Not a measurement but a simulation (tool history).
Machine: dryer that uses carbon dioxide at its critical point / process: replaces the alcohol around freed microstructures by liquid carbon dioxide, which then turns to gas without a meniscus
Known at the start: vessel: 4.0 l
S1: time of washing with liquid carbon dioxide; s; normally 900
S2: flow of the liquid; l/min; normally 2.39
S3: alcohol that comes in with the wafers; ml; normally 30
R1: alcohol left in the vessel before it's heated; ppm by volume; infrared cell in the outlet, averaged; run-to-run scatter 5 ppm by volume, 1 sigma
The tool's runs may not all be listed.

Run 1, hour 0.0: usual settings. Result: R1 60 ppm by volume.
Run 2, hour 33.7: usual settings. Result: R1 67 ppm by volume.
Run 3, hour 61.7: usual settings. Result: R1 73 ppm by volume.
Run 4, hour 99.0: usual settings. Result: R1 74 ppm by volume.
Run 5, hour 121.1: usual settings. Result: R1 72 ppm by volume.
Run 6, hour 163.3: usual settings. Result: R1 80 ppm by volume.
Run 7, hour 198.8: usual settings. Result: R1 87 ppm by volume.
Run 8, hour 218.4: usual settings but S2 2.96 l/min. Result: R1 66 ppm by volume.
Run 9, hour 245.7: usual settings but S2 2.96 l/min. Result: R1 76 ppm by volume.
Run 10, hour 289.4: usual settings. Result: R1 85 ppm by volume.
Run 11, hour 322.0: usual settings. Result: R1 94 ppm by volume.
Run 12, hour 342.6: usual settings but S1 1140 s. Result: R1 83 ppm by volume.
Run 13, hour 372.7: usual settings but S1 1140 s. Result: R1 92 ppm by volume.
Run 14, hour 393.5: usual settings but S1 780 s, S2 2.84 l/min, S3 72 ml. Result: R1 135 ppm by volume.
Run 15, hour 430.0: usual settings but S1 600 s, S2 2.84 l/min, S3 72 ml. Result: R1 279 ppm by volume.
Run 16, hour 460.2: usual settings but S1 1140 s, S2 3.68 l/min, S3 75 ml. Result: R1 97 ppm by volume.
Run 17, hour 482.7: usual settings but S1 1080 s, S2 1.97 l/min, S3 54 ml. Result: R1 137 ppm by volume.

Run 18 has not been measured yet. What should we expect?
Run 18, hour 525.0: usual settings but S1 1260 s. Result: R1 ?.

Run 18 produced R1 103 ppm by volume.
Were there no unlogged condition in the tool, this run, its random variation unchanged, would have produced R1 11 ppm by volume.

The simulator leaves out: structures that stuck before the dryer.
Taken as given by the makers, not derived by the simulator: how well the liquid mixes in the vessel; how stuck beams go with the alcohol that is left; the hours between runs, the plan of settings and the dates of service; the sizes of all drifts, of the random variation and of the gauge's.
